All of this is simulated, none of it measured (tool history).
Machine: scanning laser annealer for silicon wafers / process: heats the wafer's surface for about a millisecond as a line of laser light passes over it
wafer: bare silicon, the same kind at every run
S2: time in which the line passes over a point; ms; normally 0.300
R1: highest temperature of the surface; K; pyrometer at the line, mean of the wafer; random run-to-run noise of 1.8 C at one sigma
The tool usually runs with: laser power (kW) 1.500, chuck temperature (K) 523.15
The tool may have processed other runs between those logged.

{"run": 1, "day": 0.0, "laser power (kW)": 1.5, "S2": 0.3, "chuck temperature (K)": 523.15, "R1": 1259.15}
{"day": 0.475, "done": "window over the wafer cleaned"}
{"run": 2, "day": 0.492, "laser power (kW)": 1.5, "S2": 0.3, "chuck temperature (K)": 523.15, "R1": 1283.15}
{"run": 3, "day": 1.038, "laser power (kW)": 1.5, "S2": 0.3, "chuck temperature (K)": 523.15, "R1": 1279.15}
{"run": 4, "day": 1.758, "laser power (kW)": 1.5, "S2": 0.28, "chuck temperature (K)": 523.15, "R1": 1256.15}
{"run": 5, "day": 2.204, "laser power (kW)": 1.5, "S2": 0.28, "chuck temperature (K)": 523.15, "R1": 1258.15}
{"run": 6, "day": 2.512, "laser power (kW)": 1.439, "S2": 0.354, "chuck temperature (K)": 523.15, "R1": 1311.15}
{"run": 7, "day": 2.9, "laser power (kW)": 1.439, "S2": 0.354, "chuck temperature (K)": 523.15, "R1": 1313.15}
{"run": 8, "day": 3.35, "laser power (kW)": 1.489, "S2": 0.335, "chuck temperature (K)": 518.15, "R1": 1315.15}
{"run": 9, "day": 3.912, "laser power (kW)": 1.635, "S2": 0.279, "chuck temperature (K)": 501.15, "R1": 1290.15}
{"run": 10, "day": 4.633, "laser power (kW)": 1.635, "S2": 0.279, "chuck temperature (K)": 501.15, "R1": 1291.15}

What if the next run were any one of these 5? Each begins from the tool's condition after run 10:
{"run": "A", "day": 5.096, "laser power (kW)": 1.586, "S2": 0.279, "chuck temperature (K)": 555.15, "R1": "?"}
{"run": "B", "day": 5.096, "laser power (kW)": 1.5, "S2": 0.222, "chuck temperature (K)": 523.15, "R1": "?"}
{"run": "C", "day": 5.096, "laser power (kW)": 1.5, "S2": 0.325, "chuck temperature (K)": 523.15, "R1": "?"}
{"run": "D", "day": 5.096, "laser power (kW)": 1.368, "S2": 0.369, "chuck temperature (K)": 501.15, "R1": "?"}
{"run": "E", "day": 5.096, "laser power (kW)": 1.46, "S2": 0.377, "chuck temperature (K)": 523.15, "R1": "?"}

run=A R1=1320.15
run=B R1=1174.15
run=C R1=1309.15
run=D R1=1269.15
run=E R1=1346.15
Stripped of hidden state, with their random variation kept, the same runs would have yielded:
run=A R1=1325.15
run=B R1=1178.15
run=C R1=1314.15
run=D R1=1274.15
run=E R1=1351.15
